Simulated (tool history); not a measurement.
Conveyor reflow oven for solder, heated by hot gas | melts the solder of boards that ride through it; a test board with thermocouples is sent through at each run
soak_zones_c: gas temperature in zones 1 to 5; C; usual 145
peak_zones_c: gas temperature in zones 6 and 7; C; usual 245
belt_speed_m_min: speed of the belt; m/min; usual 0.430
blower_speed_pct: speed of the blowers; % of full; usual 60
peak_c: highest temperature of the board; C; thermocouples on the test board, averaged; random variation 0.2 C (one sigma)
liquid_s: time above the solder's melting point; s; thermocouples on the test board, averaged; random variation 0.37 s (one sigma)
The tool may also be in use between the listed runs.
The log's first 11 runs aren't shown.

run 12 hour=172.4 | soak_zones_c=145 peak_zones_c=245 belt_speed_m_min=0.430 blower_speed_pct=60 | peak_c=225.4 liquid_s=82.7
run 13 hour=190.2 | soak_zones_c=145 peak_zones_c=245 belt_speed_m_min=0.519 blower_speed_pct=60 | peak_c=218.3 liquid_s=62.8
run 14 hour=210.3 | soak_zones_c=145 peak_zones_c=245 belt_speed_m_min=0.519 blower_speed_pct=60 | peak_c=217.9 liquid_s=62.1
run 15 hour=220.5 | soak_zones_c=145 peak_zones_c=241 belt_speed_m_min=0.430 blower_speed_pct=60 | peak_c=222.1 liquid_s=80.7
run 16 hour=231.8 | soak_zones_c=148 peak_zones_c=246 belt_speed_m_min=0.476 blower_speed_pct=60 | peak_c=222.9 liquid_s=74.1
run 17 hour=243.1 | soak_zones_c=145 peak_zones_c=258 belt_speed_m_min=0.430 blower_speed_pct=68 | peak_c=238.7 liquid_s=91.9
run 18 hour=254.8 | soak_zones_c=145 peak_zones_c=240 belt_speed_m_min=0.430 blower_speed_pct=68 | peak_c=222.9 liquid_s=81.4
run 19 hour=273.6 | soak_zones_c=135 peak_zones_c=246 belt_speed_m_min=0.430 blower_speed_pct=85 | peak_c=229.3 liquid_s=82.6
run 20 hour=286.6 | soak_zones_c=147 peak_zones_c=245 belt_speed_m_min=0.440 blower_speed_pct=75 | peak_c=228.4 liquid_s=84.1
run 21 hour=299.6 | soak_zones_c=144 peak_zones_c=245 belt_speed_m_min=0.388 blower_speed_pct=75 | peak_c=231.4 liquid_s=97.1
run 22 hour=319.1 | soak_zones_c=155 peak_zones_c=245 belt_speed_m_min=0.368 blower_speed_pct=75 | peak_c=234.4 liquid_s=110.2
run 23 hour=329.6 | soak_zones_c=131 peak_zones_c=236 belt_speed_m_min=0.430 blower_speed_pct=60 | peak_c=215.1 liquid_s=67.4
run 24 hour=339.1 | soak_zones_c=145 peak_zones_c=253 belt_speed_m_min=0.430 blower_speed_pct=58 | peak_c=231.5 liquid_s=87.5
run 25 hour=351.9 | soak_zones_c=145 peak_zones_c=255 belt_speed_m_min=0.430 blower_speed_pct=74 | peak_c=237.0 liquid_s=91.3
run 26 hour=367.2 | soak_zones_c=138 peak_zones_c=248 belt_speed_m_min=0.372 blower_speed_pct=76 | peak_c=234.3 liquid_s=101.4
run 27 hour=382.6 | soak_zones_c=136 peak_zones_c=236 belt_speed_m_min=0.450 blower_speed_pct=54 | peak_c=213.2 liquid_s=62.9
run 28 hour=398.7 | soak_zones_c=146 peak_zones_c=249 belt_speed_m_min=0.410 blower_speed_pct=80 | peak_c=234.2 liquid_s=95.7
-- hour=406.1 thermocouples of zones 6 and 7 changed
run 29 hour=420.4 | soak_zones_c=137 peak_zones_c=250 belt_speed_m_min=0.435 blower_speed_pct=53 | peak_c=225.5 liquid_s=78.3
run 30 hour=440.2 | soak_zones_c=145 peak_zones_c=245 belt_speed_m_min=0.353 blower_speed_pct=61 | peak_c=232.0 liquid_s=107.8

Forecast each of these 4 alternatives for the next run:
-- hour=453.4 flux residue cleaned out of gas plates and filters
run A hour=454.6 | soak_zones_c=159 peak_zones_c=245 belt_speed_m_min=0.353 blower_speed_pct=61 | peak_c=? liquid_s=?
-- hour=453.4 flux residue cleaned out of gas plates and filters
run B hour=454.6 | soak_zones_c=134 peak_zones_c=244 belt_speed_m_min=0.465 blower_speed_pct=60 | peak_c=? liquid_s=?
-- hour=453.4 flux residue cleaned out of gas plates and filters
run C hour=454.6 | soak_zones_c=144 peak_zones_c=237 belt_speed_m_min=0.430 blower_speed_pct=71 | peak_c=? liquid_s=?
-- hour=453.4 flux residue cleaned out of gas plates and filters
run D hour=454.6 | soak_zones_c=159 peak_zones_c=245 belt_speed_m_min=0.353 blower_speed_pct=61 | peak_c=? liquid_s=?

run=A peak_c=233.7 liquid_s=118.0
run=B peak_c=219.2 liquid_s=66.2
run=C peak_c=220.8 liquid_s=79.5
run=D peak_c=233.8 liquid_s=116.7
Without the tool's hidden state the same runs would have given:
run=A peak_c=233.7 liquid_s=117.8
run=B peak_c=219.2 liquid_s=66.1
run=C peak_c=220.8 liquid_s=79.3
run=D peak_c=233.8 liquid_s=116.4

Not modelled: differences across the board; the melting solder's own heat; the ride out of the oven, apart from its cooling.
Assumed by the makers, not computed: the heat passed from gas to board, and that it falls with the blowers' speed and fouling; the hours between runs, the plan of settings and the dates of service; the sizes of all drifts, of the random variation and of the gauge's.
